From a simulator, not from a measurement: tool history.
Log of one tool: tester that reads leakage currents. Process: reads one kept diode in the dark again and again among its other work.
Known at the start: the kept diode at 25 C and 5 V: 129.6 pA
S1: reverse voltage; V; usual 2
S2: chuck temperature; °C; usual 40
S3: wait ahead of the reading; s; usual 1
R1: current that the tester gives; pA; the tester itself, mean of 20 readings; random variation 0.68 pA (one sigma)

{"run": 1, "hour": 0.0, "S1": 2, "S2": 40, "S3": 1, "R1": 252.61}
{"run": 2, "hour": 17.9, "S1": 2, "S2": 40, "S3": 1, "R1": 253.2}
{"run": 3, "hour": 46.7, "S1": 2, "S2": 40, "S3": 1, "R1": 252.49}
{"run": 4, "hour": 65.5, "S1": 2, "S2": 40, "S3": 1, "R1": 252.46}
{"run": 5, "hour": 100.4, "S1": 2, "S2": 25, "S3": 1, "R1": 89.41}
{"run": 6, "hour": 136.7, "S1": 2, "S2": 48, "S3": 1, "R1": 430.03}
{"run": 7, "hour": 156.8, "S1": 2.54, "S2": 40, "S3": 1, "R1": 291.69}
{"run": 8, "hour": 192.6, "S1": 4.31, "S2": 40, "S3": 1, "R1": 393.41}
{"run": 9, "hour": 230.3, "S1": 4.31, "S2": 40, "S3": 1, "R1": 395.14}
{"run": 10, "hour": 252.2, "S1": 4.31, "S2": 40, "S3": 1, "R1": 395.9}
{"run": 11, "hour": 280.7, "S1": 1.93, "S2": 41, "S3": 1, "R1": 270.92}
{"run": 12, "hour": 298.1, "S1": 1.02, "S2": 28, "S3": 1.18, "R1": 78.33}
{"run": 13, "hour": 329.3, "S1": 1.02, "S2": 28, "S3": 1.18, "R1": 78.86}
{"run": 14, "hour": 361.2, "S1": 1.02, "S2": 28, "S3": 1.18, "R1": 78.74}
{"run": 15, "hour": 378.8, "S1": 1.02, "S2": 28, "S3": 1.18, "R1": 78.89}
{"run": 16, "hour": 408.0, "S1": 1.02, "S2": 28, "S3": 1.18, "R1": 79}
{"run": 17, "hour": 435.9, "S1": 2, "S2": 22, "S3": 0.46, "R1": 75.64}
{"run": 18, "hour": 456.7, "S1": 1.71, "S2": 24, "S3": 0.93, "R1": 79.52}
{"run": 19, "hour": 488.9, "S1": 1.71, "S2": 24, "S3": 0.93, "R1": 79.88}

Some steps in R1 between neighbouring runs. How much of each would the tool show without its hidden state too (settings, what came in, random variation), and how much is left for the hidden state, with any gauge scatter that isn't in both results?
The hidden state here: stray current of the dirty probe card, pA a volt; current scale over the true one, %; true chuck temperature over the reading, C; drift of the gauge itself on leakage_pa, %.
Run 5 -> 6: S2 25 -> 48. R1 +340.62 pA: hidden state +35.95, all else +304.67.

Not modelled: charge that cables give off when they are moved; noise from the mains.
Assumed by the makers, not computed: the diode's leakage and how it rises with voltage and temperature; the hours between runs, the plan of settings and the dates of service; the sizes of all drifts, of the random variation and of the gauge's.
